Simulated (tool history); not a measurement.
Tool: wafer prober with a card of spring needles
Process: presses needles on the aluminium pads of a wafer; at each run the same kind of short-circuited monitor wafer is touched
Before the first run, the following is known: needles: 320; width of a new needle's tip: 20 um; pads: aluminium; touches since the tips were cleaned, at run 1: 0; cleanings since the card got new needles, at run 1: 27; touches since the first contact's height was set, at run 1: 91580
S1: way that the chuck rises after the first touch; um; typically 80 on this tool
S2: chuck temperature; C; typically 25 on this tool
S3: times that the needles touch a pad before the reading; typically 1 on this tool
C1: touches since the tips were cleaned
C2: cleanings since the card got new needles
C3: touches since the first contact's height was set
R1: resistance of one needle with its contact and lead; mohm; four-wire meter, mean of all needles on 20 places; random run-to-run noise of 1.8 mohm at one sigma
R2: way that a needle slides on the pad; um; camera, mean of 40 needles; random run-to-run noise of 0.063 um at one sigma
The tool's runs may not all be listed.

run    day   S1  S2  S3    C1  C2      C3   R1     R2
  1      0   80  25   1     0  27   91580  193   9.89
      0.35  -- tips cleaned on abrasive film
  2  0.367   62  25   1   112  28   94626  203   7.55
     0.692  -- tips cleaned on abrasive film
  3   0.75   80  25   1   484  29   97840  198  10.01
     1.033  -- tips cleaned on abrasive film
  4  1.033   80  25   1     0  30  100203  194   9.93
     1.396  -- tips cleaned on abrasive film
  5  1.408   80  39   1    96  31  103330  201   9.89
  6  1.617   80  39   1  1865  31  105099  203    9.8
     1.742  -- tips cleaned on abrasive film
  7  1.804   80  39   1   547  32  106651  202    9.8
     2.092  -- tips cleaned on abrasive film
  8  2.121   80  39   1   230  33  109262  199   9.95
     2.433  -- tips cleaned on abrasive film
  9  2.492   96  25   1   503  34  112362  191  11.86
     2.775  -- tips cleaned on abrasive film
 10    2.8   80  25   2   216  35  114928  198   9.88
 11  2.996   80  25   2  1887  35  116599  201   9.84
     3.117  -- tips cleaned on abrasive film
 12  3.188   80  68   1   617  36  118175  209   9.72
     3.462  -- tips cleaned on abrasive film
 13   3.55   80  55   1   742  37  121203  208   9.76
 14  3.788   80  55   1  2728  37  123189  210   9.77
     3.817  -- tips cleaned on abrasive film
 15  3.971   80  55   1  1311  38  124714  207   9.78
     4.162  -- tips cleaned on abrasive film
 16  4.275   95  65   2   953  39  127234  200  11.72
       4.5  -- tips cleaned on abrasive film
 17  4.642  100  28   1  1189  40  130314  198  12.29
 18  4.804  100  28   1  2560  40  131685  195  12.28
     4.846  -- tips cleaned on abrasive film
     5.188  -- tips cleaned on abrasive film
 19  5.188   80  27   3     0  42  134838  195   9.71
 20  5.362   80  27   3  1494  42  136332  199   9.66

Estimate the outcome of run 21 from the log above:
     5.533  -- tips cleaned on abrasive film
 21  5.571  85  27   2  313  43  138034   ?   ?

Run 21 gave R1 192 mohm, R2 10.23 um.
If the tool had no hidden condition, the same run with the same run-to-run variation would have returned R1 189 mohm, R2 10.85 um.
